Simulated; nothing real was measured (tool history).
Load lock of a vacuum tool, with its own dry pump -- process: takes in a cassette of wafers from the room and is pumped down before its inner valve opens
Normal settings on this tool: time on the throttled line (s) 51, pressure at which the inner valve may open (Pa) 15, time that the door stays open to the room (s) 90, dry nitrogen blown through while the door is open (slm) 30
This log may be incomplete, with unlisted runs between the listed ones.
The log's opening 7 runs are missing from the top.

run	hour	time on the throttled line (s)	pressure at which the inner valve may open (Pa)	time that the door stays open to the room (s)	dry nitrogen blown through while the door is open (slm)	hours that the pump has run since its overhaul	times that the door has closed on its seal	incoming humidity of the room's air, %	time from the closed door until the inner valve may open (s)	rise of the pressure with all valves shut (Pa/min)
8	3177.1	51	15	172	30	6640	3667	45.1	134.2	0.053
9	3762.2	51	15	172	30	7225	5699	46.7	134.1	0.072
10	4359.2	51	15	172	30	7822	7771	43.6	134.5	0.081
11	4773.7	51	15	172	30	8237	9210	46.5	134.7	0.092
12	5295.5	51	15	90	30	8759	11022	47.8	135.4	0.094
13	5912.5	51	15	90	30	9376	13164	46.3	136.6	0.108
14	6262.8	51	15	90	30	9726	14380	43.8	137.3	0.123
15	6589.4	51	15	90	30	10053	15514	46.3	135.6	0.138
16	7180.6	51	14	73	30	10644	17566	45.8	136.1	0.158
17	7559.9	51	14	73	30	11023	18883	44.7	138.1	0.182
18	7964.8	99	20	208	13	11428	20289	45.9	166.1	0.248
19	8623.4	99	20	208	13	12087	22575	42.9	167.2	0.273
20	9138.8	51	15	86	44	12602	24364	41.7	137.8	0.261
21	9544.7	51	15	86	44	13008	25774	45.6	137.2	0.28
22	9972	27	18	161	20	13435	27257	44.5	118.2	0.339
23	10534.1	51	21	161	17	13997	29208	39.8	133	0.368
24	11113.1	26	25	161	17	14576	31218	48.3	115.4	0.417
# hour 11486.8: door's seal changed, seat wiped
25	11645.5	26	25	161	17	15107	551	44.5	114.6	0.051
26	12106.8	29	25	27	16	15568	2152	42.1	118	0.026
27	12427	84	11	90	30	15889	3264	45.6	165.4	0.037
28	12752.4	51	15	90	4	16214	4394	45.3	141.4	0.073
# hour 13064.8: dry pump taken out, an overhauled one fitted
29	13351.3	58	30	90	17	287	6452	46.2	130.3	0.069
30	13695.7	51	15	189	30	631	7647	42.2	131.2	0.08

Here are 3 independent what-if runs from the current tool condition. What would each one return?
A	14190.6	51	14	56	30	1126	9366	46.8	?	?
B	14190.6	51	27	90	30	1126	9366	44.1	?	?
C	14190.6	46	15	136	17	1126	9366	44	?	?

run	time from the closed door until the inner valve may open (s)	rise of the pressure with all valves shut (Pa/min)
A	132.7	0.077
B	125.2	0.083
C	127.5	0.099
With the hidden condition removed and each run's random variation left untouched, the same runs would have given:
run	time from the closed door until the inner valve may open (s)	rise of the pressure with all valves shut (Pa/min)
A	131.9	0.018
B	124.5	0.025
C	126.7	0.042
